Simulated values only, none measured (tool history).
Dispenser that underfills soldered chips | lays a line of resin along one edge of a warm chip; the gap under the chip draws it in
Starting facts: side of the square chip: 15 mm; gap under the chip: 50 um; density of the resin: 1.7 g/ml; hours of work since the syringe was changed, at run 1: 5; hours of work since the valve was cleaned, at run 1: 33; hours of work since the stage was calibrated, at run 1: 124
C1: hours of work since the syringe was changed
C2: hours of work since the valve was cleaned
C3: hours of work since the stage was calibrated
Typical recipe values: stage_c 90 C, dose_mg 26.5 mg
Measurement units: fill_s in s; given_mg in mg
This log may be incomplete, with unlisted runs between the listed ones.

run 1 day=0 | stage_c=90 dose_mg=26.5 | C1=5 C2=33 C3=124 | fill_s=122.9 given_mg=26.22
run 2 day=0.167 | stage_c=90 dose_mg=26.5 | C1=8 C2=35 C3=127 | fill_s=139.2 given_mg=26
run 3 day=0.275 | stage_c=90 dose_mg=26.5 | C1=10 C2=37 C3=128 | fill_s=154.2 given_mg=26.09
-- day=0.383 new syringe of resin
run 4 day=0.467 | stage_c=90 dose_mg=26.5 | C1=1 C2=40 C3=131 | fill_s=94.5 given_mg=26.02
run 5 day=0.571 | stage_c=90 dose_mg=26.5 | C1=3 C2=41 C3=133 | fill_s=103.4 given_mg=26.18
run 6 day=0.733 | stage_c=90 dose_mg=26.5 | C1=5 C2=44 C3=135 | fill_s=118.3 given_mg=26.07
run 7 day=0.842 | stage_c=77 dose_mg=26.5 | C1=7 C2=45 C3=137 | fill_s=215.9 given_mg=26.34
run 8 day=0.975 | stage_c=90 dose_mg=26.5 | C1=9 C2=47 C3=139 | fill_s=148.3 given_mg=26.14
-- day=1.129 new syringe of resin
run 9 day=1.158 | stage_c=90 dose_mg=26.5 | C1=0 C2=50 C3=142 | fill_s=88.9 given_mg=26.26
run 10 day=1.283 | stage_c=90 dose_mg=26.5 | C1=2 C2=52 C3=143 | fill_s=101.2 given_mg=26.12
run 11 day=1.483 | stage_c=98 dose_mg=26.5 | C1=5 C2=55 C3=146 | fill_s=91.3 given_mg=26.04
run 12 day=1.671 | stage_c=98 dose_mg=26.5 | C1=8 C2=58 C3=149 | fill_s=110.1 given_mg=26.19
run 13 day=1.75 | stage_c=98 dose_mg=26.5 | C1=9 C2=59 C3=151 | fill_s=116.9 given_mg=25.89
run 14 day=1.838 | stage_c=98 dose_mg=26.5 | C1=11 C2=60 C3=152 | fill_s=128.5 given_mg=26.01
-- day=1.867 new syringe of resin
run 15 day=2.033 | stage_c=98 dose_mg=26.5 | C1=3 C2=63 C3=155 | fill_s=75.7 given_mg=25.84
run 16 day=2.167 | stage_c=98 dose_mg=32.7 | C1=5 C2=65 C3=157 | fill_s=82.4 given_mg=32.12
run 17 day=2.358 | stage_c=98 dose_mg=32.7 | C1=7 C2=68 C3=160 | fill_s=97.4 given_mg=31.59
run 18 day=2.471 | stage_c=78 dose_mg=26.6 | C1=9 C2=70 C3=161 | fill_s=229.9 given_mg=26.06
run 19 day=2.55 | stage_c=90 dose_mg=23.6 | C1=10 C2=71 C3=163 | fill_s=167.1 given_mg=23.07
-- day=2.604 new syringe of resin
run 20 day=2.767 | stage_c=99 dose_mg=23.2 | C1=3 C2=74 C3=166 | fill_s=77.3 given_mg=22.52
run 21 day=2.95 | stage_c=99 dose_mg=23.2 | C1=5 C2=77 C3=168 | fill_s=90.7 given_mg=22.64
run 22 day=3.038 | stage_c=80 dose_mg=29.5 | C1=7 C2=78 C3=170 | fill_s=186.2 given_mg=28.72
run 23 day=3.229 | stage_c=95 dose_mg=29.7 | C1=10 C2=81 C3=173 | fill_s=122.2 given_mg=28.67
-- day=3.333 new syringe of resin
run 24 day=3.421 | stage_c=79 dose_mg=26.3 | C1=1 C2=84 C3=175 | fill_s=141.9 given_mg=25.39
run 25 day=3.562 | stage_c=85 dose_mg=28.7 | C1=3 C2=86 C3=178 | fill_s=127.4 given_mg=27.91
run 26 day=3.729 | stage_c=85 dose_mg=28.7 | C1=6 C2=89 C3=180 | fill_s=147.8 given_mg=27.76
run 27 day=3.883 | stage_c=91 dose_mg=29.6 | C1=8 C2=91 C3=183 | fill_s=138.7 given_mg=28.58
run 28 day=4.017 | stage_c=91 dose_mg=29.6 | C1=10 C2=93 C3=185 | fill_s=151.3 given_mg=28.65
-- day=4.067 new syringe of resin
run 29 day=4.129 | stage_c=91 dose_mg=29.6 | C1=1 C2=95 C3=186 | fill_s=88.7 given_mg=28.47
run 30 day=4.333 | stage_c=75 dose_mg=23.2 | C1=4 C2=98 C3=189 | fill_s=206.6 given_mg=22.38

Here are 3 independent what-if runs from the current tool condition. What would each one return?
run A day=4.508 | stage_c=82 dose_mg=23.2 | C1=7 C2=100 C3=192 | fill_s=? given_mg=?
run B day=4.508 | stage_c=88 dose_mg=26.5 | C1=7 C2=100 C3=192 | fill_s=? given_mg=?
run C day=4.508 | stage_c=75 dose_mg=26.5 | C1=7 C2=100 C3=192 | fill_s=? given_mg=?

run=A fill_s=182.8 given_mg=22.34
run=B fill_s=141.5 given_mg=25.7
run=C fill_s=225.5 given_mg=25.44
With the hidden condition removed and each run's random variation left untouched, the same runs would have given:
run=A fill_s=117 given_mg=23.18
run=B fill_s=91.2 given_mg=26.67
run=C fill_s=144.6 given_mg=26.4
